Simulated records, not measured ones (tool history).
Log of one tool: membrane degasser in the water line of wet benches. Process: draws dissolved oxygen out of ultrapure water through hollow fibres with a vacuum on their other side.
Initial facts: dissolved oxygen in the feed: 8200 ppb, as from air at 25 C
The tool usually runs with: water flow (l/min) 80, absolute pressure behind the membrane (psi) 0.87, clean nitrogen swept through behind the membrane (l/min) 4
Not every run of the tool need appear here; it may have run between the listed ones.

run	day	water flow (l/min)	absolute pressure behind the membrane (psi)	clean nitrogen swept through behind the membrane (l/min)	dissolved oxygen in the water behind the degasser (ppb)	pressure that the water loses in the fibres (psi)
1	0	80	0.87	4	145.1	4.296
2	9.279	80	0.87	4	142.8	4.366
3	13.429	80	0.87	7.25	85	4.36
4	20.95	50	0.87	4	92.8	2.702
5	25.188	80	0.87	7.79	83	4.337
6	30.058	80	0.87	3.1	180.9	4.342
7	39.054	80	0.87	3.1	179.5	4.366
8	44.896	103	0.87	4	186.9	5.6
9	49.046	80	0.738	4	107.3	4.34
10	53.546	80	0.738	4	108.4	4.367
11	58.6	80	0.738	4	107.8	4.351
12	65.454	80	0.738	4	106.5	4.35
13	72.383	58	0.87	4	110.6	3.211
14	77.525	58	0.87	4	109.6	3.149
15	84.125	58	0.87	4	111.2	3.194
16	89.625	58	0.87	4	109.3	3.188
17	93.858	80	1.255	2.63	373.7	4.364
18	98.608	85	1.342	7.17	183.2	4.673
19	107.192	111	1.075	1.61	557.7	6.065
20	113.896	80	0.809	7.27	79.2	4.418
21	122.604	61	0.87	4	117	3.321
# day 123.904: vacuum gauge calibrated
22	126.854	123	0.657	4	105.3	6.721
23	134.7	58	0.77	4	72.8	3.227
24	142.246	60	1.759	1.91	553.4	3.318
25	149.592	108	1.804	4.08	510.3	5.997
26	157.954	84	0.541	2.36	48.7	4.675
27	165.288	84	0.541	2.36	49.2	4.638
28	173.333	84	0.541	2.36	50.2	4.664
29	178.454	84	0.541	2.36	51.2	4.693
30	187.383	97	0.87	3.16	193.7	5.455
31	193.9	97	0.87	3.16	196.9	5.407
32	203.142	80	0.87	5.02	108.4	4.501

Per-run results on a tool with no hidden state, each run keeping its own random variation:
Hidden state present: membrane still open, %; true pressure behind the membrane over the reading, kPa; air that leaks in behind the membrane, l/min; drift of the gauge itself on oxygen_ppb, %; drift of the gauge itself on loss_of_pressure_kpa, %.
run	dissolved oxygen in the water behind the degasser (ppb)	pressure that the water loses in the fibres (psi)
1	127.3	4.038
2	124.7	4.1
3	73.5	4.092
4	81.1	2.531
5	71.4	4.061
6	157	4.063
7	155.1	4.08
8	159.8	5.224
9	86.4	4.045
10	87	4.071
11	86.3	4.049
12	84.7	4.044
13	94.3	2.985
14	93.2	2.921
15	94.3	2.962
16	92.4	2.952
17	341.5	4.036
18	166.8	4.321
19	495.9	5.6
20	63.5	4.074
21	97.4	3.056
22	96.3	6.18
23	71.1	2.967
24	549.8	3.046
25	501.8	5.5
26	42	4.279
27	41.8	4.238
28	41.9	4.257
29	42.3	4.283
30	182.9	4.972
31	185.3	4.92
32	101.4	4.09
